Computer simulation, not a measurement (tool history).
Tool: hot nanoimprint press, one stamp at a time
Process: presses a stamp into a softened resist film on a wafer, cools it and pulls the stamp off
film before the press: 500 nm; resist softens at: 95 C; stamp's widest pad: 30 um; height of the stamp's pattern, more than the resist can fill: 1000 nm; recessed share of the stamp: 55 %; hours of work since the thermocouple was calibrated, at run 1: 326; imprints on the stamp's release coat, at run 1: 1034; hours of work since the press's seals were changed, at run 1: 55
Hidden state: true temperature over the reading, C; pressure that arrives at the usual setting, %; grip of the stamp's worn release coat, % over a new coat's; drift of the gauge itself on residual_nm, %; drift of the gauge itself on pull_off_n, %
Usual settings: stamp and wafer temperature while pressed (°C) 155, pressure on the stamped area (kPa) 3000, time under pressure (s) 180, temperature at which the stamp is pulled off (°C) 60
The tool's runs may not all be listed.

| run | hour | stamp and wafer temperature while pressed (°C) | pressure on the stamped area (kPa) | time under pressure (s) | temperature at which the stamp is pulled off (°C) | hours of work since the thermocouple was calibrated | imprints on the stamp's release coat | hours of work since the press's seals were changed | resist left under the stamp's widest pad (nm) | greatest force while the stamp is pulled off (N) |
|---|---|---|---|---|---|---|---|---|---|---|
| 1 | 0 | 155 | 3000 | 180 | 60 | 326 | 1034 | 55 | 205.2 | 117 |
| 2 | 15.8 | 155 | 3000 | 180 | 47 | 338 | 1109 | 67 | 205.5 | 156 |
| 3 | 37.2 | 155 | 3000 | 180 | 47 | 354 | 1210 | 84 | 205.2 | 156 |
| 4 | 48.6 | 155 | 3000 | 180 | 60 | 363 | 1264 | 92 | 205.6 | 125 |
|  | 58.7 | plate thermocouple calibrated |
| 5 | 73 | 145 | 3000 | 180 | 60 | 11 | 1366 | 109 | 313.8 | 123 |
| 6 | 88.4 | 145 | 3000 | 180 | 60 | 23 | 1439 | 121 | 314.7 | 124 |
| 7 | 106.7 | 155 | 2840 | 93 | 47 | 37 | 1525 | 135 | 259.4 | 156 |
|  | 120.4 | stamp cleaned and given a new release coat |
| 8 | 129.5 | 157 | 1970 | 299 | 66 | 50 | 43 | 148 | 196.7 | 91 |
| 9 | 139.2 | 157 | 1970 | 299 | 66 | 57 | 89 | 155 | 195.3 | 91 |
|  | 148.4 | plate thermocouple calibrated, once more |
| 10 | 152.1 | 157 | 3980 | 267 | 59 | 3 | 136 | 163 | 143.7 | 109 |
| 11 | 166.4 | 159 | 3810 | 267 | 64 | 14 | 204 | 174 | 134.1 | 101 |
| 12 | 177.9 | 155 | 3000 | 180 | 61 | 23 | 258 | 183 | 215.2 | 101 |

Forecast each of these 4 alternatives for the next run:
| A | 189 | 167 | 2610 | 180 | 60 | 31 | 310 | 191 | ? | ? |
| B | 189 | 155 | 3000 | 120 | 61 | 31 | 310 | 191 | ? | ? |
| C | 189 | 155 | 2850 | 180 | 56 | 31 | 310 | 191 | ? | ? |
| D | 189 | 144 | 3000 | 180 | 58 | 31 | 310 | 191 | ? | ? |

| run | resist left under the stamp's widest pad (nm) | greatest force while the stamp is pulled off (N) |
|---|---|---|
| A | 137.2 | 111 |
| B | 244.2 | 110 |
| C | 219.5 | 120 |
| D | 343.2 | 112 |
Without the tool's hidden state the same runs would have given:
| run | resist left under the stamp's widest pad (nm) | greatest force while the stamp is pulled off (N) |
|---|---|---|
| A | 137.3 | 106 |
| B | 244.4 | 105 |
| C | 219.7 | 115 |
| D | 343.5 | 108 |
